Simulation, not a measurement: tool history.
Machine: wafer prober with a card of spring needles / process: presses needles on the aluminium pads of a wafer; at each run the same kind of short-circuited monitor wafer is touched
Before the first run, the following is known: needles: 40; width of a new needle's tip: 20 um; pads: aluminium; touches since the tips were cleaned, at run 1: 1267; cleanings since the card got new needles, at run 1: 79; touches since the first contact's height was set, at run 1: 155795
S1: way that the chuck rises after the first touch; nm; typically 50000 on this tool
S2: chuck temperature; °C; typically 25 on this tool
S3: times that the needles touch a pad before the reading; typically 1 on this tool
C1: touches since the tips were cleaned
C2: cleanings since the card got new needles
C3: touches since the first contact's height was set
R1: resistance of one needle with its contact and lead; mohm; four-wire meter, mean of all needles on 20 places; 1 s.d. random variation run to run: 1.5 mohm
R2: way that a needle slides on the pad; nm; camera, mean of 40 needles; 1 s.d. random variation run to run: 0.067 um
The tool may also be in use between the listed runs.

run   hour     S1  S2  S3    C1   C2      C3   R1     R2
  1      0  50000  25   1  1267   79  155795  258  11650
       6.7  -- tips cleaned on abrasive film
  2   14.6  50000  58   1  3810   80  162727  589  11200
      15.8  -- tips cleaned on abrasive film
      24.7  -- tips cleaned on abrasive film
  3   31.4  50000  83   1  3193   82  170607  451  11050
      33.3  -- tips cleaned on abrasive film
      42.4  -- tips cleaned on abrasive film
  4   48.7  50000  44   1  3033   84  178783  459  11070
        51  -- tips cleaned on abrasive film
      54.2  -- tips cleaned on abrasive film, once more
      64.5  -- tips cleaned on abrasive film
  5   68.4  58000  25   1  1892   87  188030  313  12990
      74.1  -- tips cleaned on abrasive film
      74.4  -- height of the first contact set anew
  6   80.8  58000  25   1  3060   88    3060  323  14800
      84.3  -- tips cleaned on abrasive film
        93  -- tips cleaned on abrasive film
     102.2  -- tips cleaned on abrasive film
  7  107.8  39000  25   1  2656   91   15755  511   9860
     111.5  -- tips cleaned on abrasive film
     120.6  -- tips cleaned on abrasive film
  8  126.9  39000  25   1  3000   93   24765  555   9710
     130.1  -- tips cleaned on abrasive film
     139.3  -- tips cleaned on abrasive film
  9  144.9  39000  25   1  2678   95   33269  530   9790
     148.5  -- tips cleaned on abrasive film
     158.2  -- tips cleaned on abrasive film
 10  164.4  50000  25   1  2943   97   42459  403  12500
     168.6  -- tips cleaned on abrasive film
     178.4  -- tips cleaned on abrasive film
 11  185.7  50000  25   2  3474   99   52518  320  12360
     187.2  -- tips cleaned on abrasive film
       196  -- tips cleaned on abrasive film
 12  196.6  50000  25   2   296  101   57624  186  12340
     206.2  -- tips cleaned on abrasive film
     215.3  -- tips cleaned on abrasive film
 13  222.2  50000  25   2  3293  103   69735  315  12250
     224.1  -- tips cleaned on abrasive film
     233.1  -- tips cleaned on abrasive film
     242.3  -- tips cleaned on abrasive film
 14  248.6  50000  25   1  3015  106   82174  408  12210
     251.8  -- tips cleaned on abrasive film
     261.7  -- tips cleaned on abrasive film
     272.2  -- tips cleaned on abrasive film
 15  273.2  50000  25   1   455  109   93727  234  12190
     281.1  -- tips cleaned on abrasive film
     290.2  -- tips cleaned on abrasive film
     299.4  -- tips cleaned on abrasive film
 16  299.6  50000  25   1    77  112  106156  202  12050

Forecast run 17:
     309.8  -- tips cleaned on abrasive film
     320.3  -- tips cleaned on abrasive film
 17  323.1  50000  34   1  1339  114  117283   ?   ?

{"run 17": {"R1": 306, "R2": 11970}}
Were there no unlogged condition in the tool, this run, its random variation unchanged, would have produced R1 144 mohm, R2 12710 nm.
